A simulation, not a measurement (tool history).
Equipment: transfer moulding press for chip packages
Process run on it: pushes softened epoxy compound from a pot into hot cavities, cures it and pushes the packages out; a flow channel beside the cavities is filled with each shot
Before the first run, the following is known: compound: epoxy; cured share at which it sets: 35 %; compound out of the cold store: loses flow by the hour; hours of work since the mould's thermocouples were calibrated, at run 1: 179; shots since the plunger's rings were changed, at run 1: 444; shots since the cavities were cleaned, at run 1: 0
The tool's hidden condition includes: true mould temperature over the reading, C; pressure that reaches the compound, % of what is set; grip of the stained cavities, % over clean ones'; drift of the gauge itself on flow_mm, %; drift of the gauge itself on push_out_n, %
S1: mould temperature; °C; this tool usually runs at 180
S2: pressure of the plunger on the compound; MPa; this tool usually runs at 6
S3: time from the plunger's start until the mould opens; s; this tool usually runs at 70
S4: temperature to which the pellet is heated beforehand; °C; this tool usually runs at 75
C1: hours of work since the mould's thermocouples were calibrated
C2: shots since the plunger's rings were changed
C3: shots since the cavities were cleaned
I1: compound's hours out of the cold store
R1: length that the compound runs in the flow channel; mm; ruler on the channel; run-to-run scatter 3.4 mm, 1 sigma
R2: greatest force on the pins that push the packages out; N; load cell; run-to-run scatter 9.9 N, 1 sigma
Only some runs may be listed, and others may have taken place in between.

run	day	S1	S2	S3	S4	C1	C2	C3	I1	R1	R2
1	0	180	6	70	75	179	444	0	35.2	843	458
2	0.45	180	6	65	75	183	543	99	23.7	866	521
3	0.962	180	6	65	75	188	657	213	39.8	834	519
4	1.575	180	6	65	75	194	793	349	15.6	883	538
5	1.862	180	6	60	75	197	856	412	40.2	831	627
6	2.283	180	6	60	75	201	949	505	45.9	820	624
7	2.833	180	6	83	75	207	1071	627	24.5	862	388
8	3.3	180	6	83	75	211	1174	730	35.2	846	385
9	3.696	180	6	83	75	215	1261	817	34.2	844	376
# day 4.067: cavities cleaned with cleaning compound and waxed
10	4.133	180	6	83	75	219	1345	16	25.5	861	375
11	4.725	180	6	83	75	225	1475	146	36.7	842	380
12	5.275	184	6	70	75	230	1597	268	29.1	846	372
13	5.575	184	6	70	82	233	1663	334	18.8	864	385
14	6.054	184	4.52	70	82	238	1769	440	24.2	734	395
15	6.483	184	4.52	70	82	242	1864	535	46.7	703	385
16	7.088	180	4.61	70	82	248	1998	669	22.4	764	442
17	7.542	180	4.61	70	82	252	2099	770	35	740	427
18	7.888	174	6	78	75	256	2175	846	40.3	855	527
# day 8.096: cavities cleaned with cleaning compound and waxed
19	8.592	186	6	54	74	262	2317	110	16	862	564
20	8.883	172	6	104	75	265	2381	174	15.8	906	391
21	9.233	172	6	104	75	268	2459	252	8.6	929	393
22	9.892	172	6	104	75	275	2605	398	36.8	866	385
23	10.408	175	6	79	77	280	2718	511	25.1	879	490
24	10.688	175	6	79	77	282	2781	574	18.6	897	495
25	11.096	175	6	79	77	286	2871	664	37.3	859	490
26	11.467	175	6	64	67	290	2953	746	13.6	906	893
27	12.05	175	6	64	67	296	3082	875	24.6	885	872
# day 12.146: cavities cleaned with cleaning compound and waxed
# day 12.521: plunger's sealing rings changed
28	12.742	183	6	70	75	301	49	109	27.6	851	392
29	13.379	183	6	70	75	307	190	250	32.8	839	400

Entry by entry between the runs, the difference in hidden state between the last listed run before and the first listed run after:
Logged between run 9 and run 10: cavities cleaned with cleaning compound and waxed (day 4.067)
  pressure that reaches the compound, % of what is set: 99.98 -> 99.97; grip of the stained cavities, % over clean ones': 0.9 -> 0
Logged between run 18 and run 19: cavities cleaned with cleaning compound and waxed (day 8.096)
  grip of the stained cavities, % over clean ones': 0.9 -> 0.2
Logged between run 27 and run 28: cavities cleaned with cleaning compound and waxed (day 12.146); plunger's sealing rings changed (day 12.521)
  pressure that reaches the compound, % of what is set: 99.94 -> 100; grip of the stained cavities, % over clean ones': 0.9 -> 0.2
